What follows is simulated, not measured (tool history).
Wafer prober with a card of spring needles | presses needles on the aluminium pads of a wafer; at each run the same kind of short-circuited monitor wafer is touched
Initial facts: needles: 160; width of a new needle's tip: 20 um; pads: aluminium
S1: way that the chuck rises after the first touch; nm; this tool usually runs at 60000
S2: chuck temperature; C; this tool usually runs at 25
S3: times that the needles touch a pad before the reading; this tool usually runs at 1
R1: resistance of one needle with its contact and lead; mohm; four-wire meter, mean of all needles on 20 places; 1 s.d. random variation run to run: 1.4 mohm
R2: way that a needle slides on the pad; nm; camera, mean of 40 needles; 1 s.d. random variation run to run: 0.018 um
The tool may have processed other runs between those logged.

run	hour	S1	S2	S3	R1	R2
1	0.0	60000	25	1	233	13070
2	21.9	60000	25	1	149	13040
3	46.9	64000	25	1	214	13920
4	74.4	64000	25	1	133	13890
5	102.2	60000	25	1	224	13010
6	124.3	60000	25	1	250	13050
7	141.3	60000	25	1	188	12970
8	153.4	60000	25	2	187	13010
9	177.0	60000	25	2	200	13010
10	193.2	60000	25	1	187	12960
11	207.9	60000	25	1	221	12980
12	236.3	44000	25	1	345	9700
13	263.3	60000	25	1	216	13170
14	277.5	53000	25	1	268	11610
15	302.3	60000	31	1	174	13160
16	314.1	60000	25	2	176	13180
17	334.1	60000	25	2	194	13160
18	362.2	43000	48	1	255	9390
19	376.6	41000	95	1	327	8970
20	388.8	41000	95	1	359	8930
21	411.0	41000	95	1	218	8930
22	423.4	53000	51	2	189	11570
23	448.0	52000	47	1	281	11360
24	461.9	76000	25	2	131	16630
25	483.5	54000	69	1	247	11780
26	503.4	54000	69	1	272	11770
27	528.2	80000	25	1	163	17410
28	541.0	80000	31	1	177	17460
29	561.4	80000	31	1	198	17480
30	588.7	80000	31	1	170	17420
31	615.2	48000	31	2	245	10420
32	640.1	48000	59	2	203	10400
33	667.1	48000	59	2	245	10360
34	690.1	48000	94	2	187	10380

Withheld: 14 entries from between the runs. Position of each, and hidden state at the listed run before versus the listed run after:
After run 1, before run 2: tips cleaned on abrasive film (hour 20.3)
  debris on the tips, nm: 113.3 -> 24.7; way that the needles fall short of the set height, um: 0.52 -> 0.64; tips' diameter, um: 20.18 -> 20.22
  measured value less the no-hidden-state value, R1: +105 -> +24 mohm; R2: -110 -> -140 nm
After run 3, before run 4: tips cleaned on abrasive film (hour 74.4)
  debris on the tips, nm: 104.8 -> 7; way that the needles fall short of the set height, um: 0.64 -> 0.74; tips' diameter, um: 20.22 -> 20.26
  measured value less the no-hidden-state value, R1: +87 -> +6 mohm; R2: -140 -> -160 nm
After run 6, before run 7: tips cleaned on abrasive film (hour 128.5)
  debris on the tips, nm: 128.2 -> 64; way that the needles fall short of the set height, um: 0.74 -> 0.86; tips' diameter, um: 20.26 -> 20.3
  measured value less the no-hidden-state value, R1: +121 -> +60 mohm; R2: -160 -> -190 nm
After run 9, before run 10: tips cleaned on abrasive film (hour 184.4)
  debris on the tips, nm: 128.5 -> 60; way that the needles fall short of the set height, um: 0.86 -> 0.96; tips' diameter, um: 20.3 -> 20.34
  measured value less the no-hidden-state value, R1: +74 -> +58 mohm; R2: -190 -> -210 nm
After run 11, before run 12: height of the first contact set anew (hour 209.9)
  debris on the tips, nm: 99.2 -> 130.3; way that the needles fall short of the set height, um: 0.96 -> 0
  measured value less the no-hidden-state value, R1: +95 -> +211 mohm; R2: -210 -> +0 nm
After run 12, before run 13: tips cleaned on abrasive film (hour 239.7)
  debris on the tips, nm: 130.3 -> 98.1; way that the needles fall short of the set height, um: 0 -> 0.07; tips' diameter, um: 20.34 -> 20.36
  measured value less the no-hidden-state value, R1: +211 -> +90 mohm; R2: +0 -> -20 nm
After run 14, before run 15: tips cleaned on abrasive film (hour 294.9)
  debris on the tips, nm: 119.7 -> 49.5; way that the needles fall short of the set height, um: 0.07 -> 0.17; tips' diameter, um: 20.36 -> 20.4
  measured value less the no-hidden-state value, R1: +139 -> +46 mohm; R2: -20 -> -30 nm
After run 17, before run 18: tips cleaned on abrasive film (hour 350.5)
  debris on the tips, nm: 120.7 -> 66.7; way that the needles fall short of the set height, um: 0.17 -> 0.24; tips' diameter, um: 20.4 -> 20.42
  measured value less the no-hidden-state value, R1: +67 -> +114 mohm; R2: -40 -> -60 nm
After run 20, before run 21: tips cleaned on abrasive film (hour 405.7)
  debris on the tips, nm: 119.6 -> 36.4; way that the needles fall short of the set height, um: 0.24 -> 0.36; tips' diameter, um: 20.42 -> 20.46
  measured value less the no-hidden-state value, R1: +207 -> +65 mohm; R2: -60 -> -80 nm
After run 23, before run 24: tips cleaned on abrasive film (hour 460.5)
  debris on the tips, nm: 124 -> 24.1; way that the needles fall short of the set height, um: 0.36 -> 0.44; tips' diameter, um: 20.46 -> 20.49
  measured value less the no-hidden-state value, R1: +148 -> +9 mohm; R2: -80 -> -100 nm
After run 26, before run 27: tips cleaned on abrasive film (hour 515.9)
  debris on the tips, nm: 126.3 -> 71.1; way that the needles fall short of the set height, um: 0.44 -> 0.56; tips' diameter, um: 20.49 -> 20.53
  measured value less the no-hidden-state value, R1: +136 -> +40 mohm; R2: -100 -> -120 nm
After run 29, before run 30: tips cleaned on abrasive film (hour 570.7)
  debris on the tips, nm: 128.2 -> 84.4; way that the needles fall short of the set height, um: 0.56 -> 0.68; tips' diameter, um: 20.53 -> 20.58
  measured value less the no-hidden-state value, R1: +72 -> +47 mohm; R2: -120 -> -150 nm
After run 31, before run 32: tips cleaned on abrasive film (hour 625.7)
  debris on the tips, nm: 125.3 -> 75.1; way that the needles fall short of the set height, um: 0.68 -> 0.75; tips' diameter, um: 20.58 -> 20.6
  measured value less the no-hidden-state value, R1: +110 -> +64 mohm; R2: -150 -> -170 nm
After run 33, before run 34: tips cleaned on abrasive film (hour 681.5)
  debris on the tips, nm: 122.9 -> 54; way that the needles fall short of the set height, um: 0.75 -> 0.83; tips' diameter, um: 20.6 -> 20.63
  measured value less the no-hidden-state value, R1: +105 -> +44 mohm; R2: -160 -> -180 nm

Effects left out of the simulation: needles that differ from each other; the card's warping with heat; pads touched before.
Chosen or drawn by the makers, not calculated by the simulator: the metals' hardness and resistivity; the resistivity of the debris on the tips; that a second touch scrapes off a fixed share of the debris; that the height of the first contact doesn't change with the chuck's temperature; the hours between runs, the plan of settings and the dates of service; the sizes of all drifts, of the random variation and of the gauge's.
